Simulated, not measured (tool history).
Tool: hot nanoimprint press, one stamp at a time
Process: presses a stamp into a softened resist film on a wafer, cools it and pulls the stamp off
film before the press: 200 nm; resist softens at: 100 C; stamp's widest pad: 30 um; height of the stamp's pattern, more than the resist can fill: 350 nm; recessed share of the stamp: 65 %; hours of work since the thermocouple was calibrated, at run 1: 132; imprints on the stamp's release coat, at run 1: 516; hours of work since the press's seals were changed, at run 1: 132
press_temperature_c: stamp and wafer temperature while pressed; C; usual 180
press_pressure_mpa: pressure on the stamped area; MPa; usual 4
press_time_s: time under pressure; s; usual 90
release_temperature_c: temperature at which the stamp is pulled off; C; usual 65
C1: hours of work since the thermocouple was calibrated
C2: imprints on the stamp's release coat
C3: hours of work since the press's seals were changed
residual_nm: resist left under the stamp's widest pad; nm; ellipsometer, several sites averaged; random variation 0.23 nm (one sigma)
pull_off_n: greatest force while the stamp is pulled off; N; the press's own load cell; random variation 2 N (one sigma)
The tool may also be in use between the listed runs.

{"run": 1, "hour": 0.0, "press_temperature_c": 180, "press_pressure_mpa": 4, "press_time_s": 90, "release_temperature_c": 65, "C1": 132, "C2": 516, "C3": 132, "residual_nm": 76.1, "pull_off_n": 144}
{"hour": 11.8, "done": "stamp cleaned and given a new release coat"}
{"run": 2, "hour": 51.8, "press_temperature_c": 180, "press_pressure_mpa": 4, "press_time_s": 90, "release_temperature_c": 65, "C1": 153, "C2": 129, "C3": 153, "residual_nm": 75.9, "pull_off_n": 127}
{"run": 3, "hour": 80.4, "press_temperature_c": 180, "press_pressure_mpa": 4, "press_time_s": 90, "release_temperature_c": 65, "C1": 166, "C2": 221, "C3": 166, "residual_nm": 76.4, "pull_off_n": 129}
{"run": 4, "hour": 122.3, "press_temperature_c": 180, "press_pressure_mpa": 4, "press_time_s": 90, "release_temperature_c": 65, "C1": 186, "C2": 356, "C3": 186, "residual_nm": 76.3, "pull_off_n": 135}
{"hour": 186.0, "done": "stamp cleaned and given a new release coat"}
{"run": 5, "hour": 187.8, "press_temperature_c": 180, "press_pressure_mpa": 4, "press_time_s": 171, "release_temperature_c": 65, "C1": 213, "C2": 6, "C3": 213, "residual_nm": 61.5, "pull_off_n": 119}
{"run": 6, "hour": 249.0, "press_temperature_c": 180, "press_pressure_mpa": 4, "press_time_s": 171, "release_temperature_c": 65, "C1": 242, "C2": 202, "C3": 242, "residual_nm": 62, "pull_off_n": 127}
{"run": 7, "hour": 277.5, "press_temperature_c": 190, "press_pressure_mpa": 4, "press_time_s": 90, "release_temperature_c": 65, "C1": 255, "C2": 294, "C3": 255, "residual_nm": 55.9, "pull_off_n": 133}
{"run": 8, "hour": 321.5, "press_temperature_c": 190, "press_pressure_mpa": 4, "press_time_s": 90, "release_temperature_c": 65, "C1": 275, "C2": 436, "C3": 275, "residual_nm": 56.5, "pull_off_n": 143}
{"hour": 360.1, "done": "stamp cleaned and given a new release coat"}
{"run": 9, "hour": 360.3, "press_temperature_c": 190, "press_pressure_mpa": 4, "press_time_s": 90, "release_temperature_c": 65, "C1": 290, "C2": 1, "C3": 290, "residual_nm": 56.3, "pull_off_n": 122}
{"run": 10, "hour": 428.4, "press_temperature_c": 192, "press_pressure_mpa": 6.15, "press_time_s": 90, "release_temperature_c": 65, "C1": 322, "C2": 220, "C3": 322, "residual_nm": 40.6, "pull_off_n": 132}
{"hour": 446.9, "done": "plate thermocouple calibrated"}
{"run": 11, "hour": 485.5, "press_temperature_c": 180, "press_pressure_mpa": 5.08, "press_time_s": 90, "release_temperature_c": 55, "C1": 18, "C2": 394, "C3": 347, "residual_nm": 64.9, "pull_off_n": 151}
{"hour": 538.6, "done": "stamp cleaned and given a new release coat"}
{"run": 12, "hour": 539.4, "press_temperature_c": 180, "press_pressure_mpa": 5.08, "press_time_s": 90, "release_temperature_c": 55, "C1": 40, "C2": 2, "C3": 369, "residual_nm": 65.3, "pull_off_n": 134}
{"run": 13, "hour": 606.3, "press_temperature_c": 180, "press_pressure_mpa": 2.61, "press_time_s": 90, "release_temperature_c": 57, "C1": 71, "C2": 217, "C3": 400, "residual_nm": 96.9, "pull_off_n": 139}
{"run": 14, "hour": 638.8, "press_temperature_c": 187, "press_pressure_mpa": 3.47, "press_time_s": 90, "release_temperature_c": 64, "C1": 86, "C2": 322, "C3": 415, "residual_nm": 65.8, "pull_off_n": 136}
{"run": 15, "hour": 682.4, "press_temperature_c": 180, "press_pressure_mpa": 4, "press_time_s": 48, "release_temperature_c": 67, "C1": 106, "C2": 463, "C3": 436, "residual_nm": 92.8, "pull_off_n": 134}
{"hour": 710.6, "done": "stamp cleaned and given a new release coat"}
{"run": 16, "hour": 743.0, "press_temperature_c": 188, "press_pressure_mpa": 3.47, "press_time_s": 45, "release_temperature_c": 65, "C1": 132, "C2": 104, "C3": 461, "residual_nm": 81.3, "pull_off_n": 126}
{"run": 17, "hour": 780.5, "press_temperature_c": 180, "press_pressure_mpa": 4, "press_time_s": 51, "release_temperature_c": 62, "C1": 149, "C2": 225, "C3": 478, "residual_nm": 91.6, "pull_off_n": 135}
{"run": 18, "hour": 815.6, "press_temperature_c": 180, "press_pressure_mpa": 3.58, "press_time_s": 90, "release_temperature_c": 60, "C1": 165, "C2": 338, "C3": 495, "residual_nm": 81, "pull_off_n": 147}

Forecast each of these 3 alternatives for the next run:
{"run": "A", "hour": 868.5, "press_temperature_c": 185, "press_pressure_mpa": 4, "press_time_s": 90, "release_temperature_c": 65, "C1": 190, "C2": 508, "C3": 519, "residual_nm": "?", "pull_off_n": "?"}
{"run": "B", "hour": 868.5, "press_temperature_c": 180, "press_pressure_mpa": 2.73, "press_time_s": 90, "release_temperature_c": 70, "C1": 190, "C2": 508, "C3": 519, "residual_nm": "?", "pull_off_n": "?"}
{"run": "C", "hour": 868.5, "press_temperature_c": 186, "press_pressure_mpa": 3.64, "press_time_s": 90, "release_temperature_c": 65, "C1": 190, "C2": 508, "C3": 519, "residual_nm": "?", "pull_off_n": "?"}

run=A residual_nm=65.1 pull_off_n=143
run=B residual_nm=95.2 pull_off_n=133
run=C residual_nm=67.3 pull_off_n=140
Without the tool's hidden state the same runs would have given:
run=A residual_nm=64.3 pull_off_n=121
run=B residual_nm=94.1 pull_off_n=113
run=C residual_nm=66.4 pull_off_n=119
